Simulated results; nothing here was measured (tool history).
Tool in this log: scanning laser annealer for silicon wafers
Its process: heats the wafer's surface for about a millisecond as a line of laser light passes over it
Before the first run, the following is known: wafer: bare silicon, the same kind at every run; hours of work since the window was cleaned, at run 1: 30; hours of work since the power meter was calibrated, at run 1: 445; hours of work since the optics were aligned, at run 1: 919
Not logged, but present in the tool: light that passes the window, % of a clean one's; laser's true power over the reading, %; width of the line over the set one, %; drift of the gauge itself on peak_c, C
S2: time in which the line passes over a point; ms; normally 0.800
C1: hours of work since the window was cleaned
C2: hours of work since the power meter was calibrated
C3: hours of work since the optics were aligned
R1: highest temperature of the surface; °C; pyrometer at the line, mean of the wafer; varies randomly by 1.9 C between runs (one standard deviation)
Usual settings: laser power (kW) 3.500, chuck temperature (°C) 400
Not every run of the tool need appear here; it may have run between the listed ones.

Run 1, hour 0.0: usual settings; C1 30; C2 445; C3 919. Result: R1 1218 °C.
Run 2, hour 18.5: usual settings; C1 42; C2 457; C3 930. Result: R1 1219 °C.
Run 3, hour 40.8: usual settings; C1 56; C2 471; C3 945. Result: R1 1220 °C.
Run 4, hour 65.6: usual settings but S2 0.941 ms; C1 72; C2 487; C3 960. Result: R1 1275 °C.
Run 5, hour 82.8: usual settings but S2 0.941 ms; C1 83; C2 498; C3 971. Result: R1 1273 °C.
Run 6, hour 111.3: usual settings but S2 0.941 ms; C1 101; C2 516; C3 989. Result: R1 1274 °C.
Run 7, hour 130.3: usual settings but S2 0.941 ms; C1 113; C2 528; C3 1002. Result: R1 1275 °C.
Run 8, hour 149.3: usual settings but S2 0.941 ms; C1 125; C2 540; C3 1014. Result: R1 1274 °C.
Run 9, hour 166.3: usual settings but S2 0.941 ms; C1 136; C2 551; C3 1024. Result: R1 1270 °C.
Run 10, hour 184.3: usual settings but S2 0.941 ms; C1 147; C2 562; C3 1036. Result: R1 1270 °C.
Run 11, hour 200.7: usual settings but S2 0.941 ms; C1 158; C2 573; C3 1046. Result: R1 1271 °C.
Run 12, hour 218.1: usual settings but S2 0.941 ms; C1 169; C2 584; C3 1057. Result: R1 1274 °C.
Run 13, hour 236.2: usual settings but S2 0.941 ms; C1 180; C2 596; C3 1069. Result: R1 1268 °C.
Run 14, hour 264.5: usual settings but S2 0.925 ms, chuck temperature (°C) 367; C1 198; C2 613; C3 1087. Result: R1 1227 °C.
Run 15, hour 288.8: usual settings but S2 0.594 ms, chuck temperature (°C) 424; C1 214; C2 629; C3 1102. Result: R1 1131 °C.
Run 16, hour 307.5: usual settings but laser power (kW) 3.468, S2 0.594 ms, chuck temperature (°C) 426; C1 226; C2 641; C3 1114. Result: R1 1125 °C.
Run 17, hour 321.1: usual settings but laser power (kW) 3.468, S2 0.594 ms, chuck temperature (°C) 426; C1 234; C2 649; C3 1123. Result: R1 1124 °C.

Run 18, settings as shown, results not yet in. Your forecast:
Run 18, hour 348.7: usual settings but laser power (kW) 3.513, S2 0.866 ms, chuck temperature (°C) 431; C1 252; C2 667; C3 1140. Result: R1 ?.

R1: 1266 °C
Without the tool's hidden state the same run would have given R1 1300 °C.
